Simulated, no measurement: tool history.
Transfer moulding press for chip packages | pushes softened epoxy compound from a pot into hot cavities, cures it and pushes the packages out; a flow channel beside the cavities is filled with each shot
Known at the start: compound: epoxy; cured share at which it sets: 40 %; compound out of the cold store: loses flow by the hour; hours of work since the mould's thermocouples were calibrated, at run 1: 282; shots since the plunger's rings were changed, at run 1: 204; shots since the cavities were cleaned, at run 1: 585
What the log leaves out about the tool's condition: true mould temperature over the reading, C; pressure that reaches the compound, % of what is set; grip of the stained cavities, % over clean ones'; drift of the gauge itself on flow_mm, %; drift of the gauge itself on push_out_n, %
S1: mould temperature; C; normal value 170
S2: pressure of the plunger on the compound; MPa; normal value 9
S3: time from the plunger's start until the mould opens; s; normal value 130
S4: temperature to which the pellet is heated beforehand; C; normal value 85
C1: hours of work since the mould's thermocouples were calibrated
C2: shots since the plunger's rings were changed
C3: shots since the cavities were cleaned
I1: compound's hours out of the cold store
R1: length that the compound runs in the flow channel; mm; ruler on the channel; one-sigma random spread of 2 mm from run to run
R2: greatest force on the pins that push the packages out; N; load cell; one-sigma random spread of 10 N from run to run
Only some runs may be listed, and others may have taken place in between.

run	hour	S1	S2	S3	S4	C1	C2	C3	I1	R1	R2
1	0	170	9	130	85	282	204	585	9.2	877	748
2	20.1	170	9	130	85	291	331	712	36.7	774	753
3	28.8	170	9	130	85	295	386	767	22.4	825	764
4	37.5	170	9	130	85	298	442	823	24	821	772
5	54.1	170	9	130	85	306	547	928	31.1	797	781
6	70.8	170	9	130	85	313	653	1034	23.5	819	805
# hour 79.8: cavities cleaned with cleaning compound and waxed
7	84.6	170	9	130	94	318	731	30	16.7	844	515
8	102	170	9	130	94	326	841	140	12.5	859	565
9	113	170	9	130	94	331	911	210	34.6	777	598
10	128.1	170	9	130	94	337	1006	305	26.3	807	663
11	142.5	170	9	130	85	344	1098	397	9.2	868	703
# hour 146.1: mould's thermocouples calibrated
12	161.9	170	9	130	85	7	1208	507	21.7	826	735
13	182.6	170	9	158	85	16	1339	638	30.8	792	693
# hour 195.8: mould's thermocouples calibrated, once more
14	203.3	164	9	130	85	3	1458	757	29.8	806	923
15	221.7	164	9	130	85	11	1575	874	27.3	814	960
16	240.7	164	9.68	130	85	20	1695	994	33.1	820	1014
# hour 256.4: cavities cleaned with cleaning compound and waxed
17	257	164	9.68	130	85	26	1789	4	47.6	770	576
18	266.3	170	9.31	149	75	30	1848	63	14	859	515
19	279.7	170	10.67	130	85	36	1933	148	21.8	880	583
20	288.4	170	10.67	130	85	40	1988	203	9.7	934	603
21	306.7	170	10.67	130	85	48	2104	319	28.7	859	639
22	320.9	170	10.67	130	85	54	2194	409	44.5	795	682
23	339.2	170	10.67	130	85	62	2310	525	9.8	936	719
24	349.7	170	10.67	130	85	67	2377	592	12.9	920	728
25	360.7	162	7.97	126	85	72	2447	662	32.1	748	1050
26	373.9	171	7.97	126	81	77	2530	745	13.4	787	780
27	394.6	171	7.97	126	81	86	2661	876	47.8	676	750
28	405.6	166	7.1	120	85	91	2731	946	16.2	749	1003

Selected run-to-run steps in R1, each split into two signed amounts: the part the tool would show with no hidden state at all (from settings, incoming material and random variation), and the remainder, which goes to the hidden state together with any gauge scatter not common to the measured and the hidden-state-free results:
Run 13 -> 14: S1 170 -> 164, S3 158 -> 130, mould's thermocouples calibrated, once more. R1 +14 mm: hidden state -5, all else +19.
Run 22 -> 23: nothing adjusted, nothing logged. R1 +141 mm: hidden state -5, all else +146.
Run 24 -> 25: S1 170 -> 162, S2 10.67 -> 7.97, S3 130 -> 126. R1 -172 mm: hidden state +3, all else -175.
